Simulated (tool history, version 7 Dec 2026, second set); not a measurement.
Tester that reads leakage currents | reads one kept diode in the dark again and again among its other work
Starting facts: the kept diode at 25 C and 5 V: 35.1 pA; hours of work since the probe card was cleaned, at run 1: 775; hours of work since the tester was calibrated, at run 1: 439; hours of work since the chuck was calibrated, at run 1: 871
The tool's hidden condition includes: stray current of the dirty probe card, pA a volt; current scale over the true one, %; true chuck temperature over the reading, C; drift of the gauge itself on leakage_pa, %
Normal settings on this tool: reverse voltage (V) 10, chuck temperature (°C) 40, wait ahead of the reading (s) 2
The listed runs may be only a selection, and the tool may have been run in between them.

run   hour  reverse voltage (V)  chuck temperature (°C)  wait ahead of the reading (s)  hours of work since the probe card was cleaned  hours of work since the tester was calibrated  hours of work since the chuck was calibrated  current that the tester gives (pA)
  1      0                   10                      40                              2                                             775                                            439                                           871                              149.44
  2   63.4                   10                      40                              2                                             825                                            488                                           921                              150.01
  3  145.6                   10                      40                              2                                             890                                            553                                           985                              150.22
     160.4  -- chuck's temperature calibrated
  4  208.6                   10                      40                           1.82                                             937                                            601                                            38                              149.86
  5  326.1                   10                      40                              2                                            1030                                            693                                           130                               149.4
  6  407.5                  1.2                      46                           7.46                                            1094                                            757                                           194                               88.43
  7  517.4                  3.1                      40                           3.08                                            1180                                            844                                           281                               88.69
  8  592.4                 10.1                      48                           3.08                                            1239                                            903                                           339                              261.59
  9  720.5                  7.7                      40                           2.54                                            1340                                           1003                                           440                              133.11
 10  779.5                  1.6                      48                           2.36                                            1386                                           1050                                           487                              116.02

Branching from run 10: 3 alternative next runs. What would each branch give?
  A  905.9                   10                      40                           9.77                                            1485                                           1149                                           586                                   ?
  B  905.9                   10                      40                            0.5                                            1485                                           1149                                           586                                   ?
  C  905.9                  3.1                      22                            2.5                                            1485                                           1149                                           586                                   ?

run  current that the tester gives (pA)
  A                              149.04
  B                              155.12
  C                                22.8
Had the tool no hidden state, the same runs would have come out as:
run  current that the tester gives (pA)
  A                              149.01
  B                              155.09
  C                               22.78
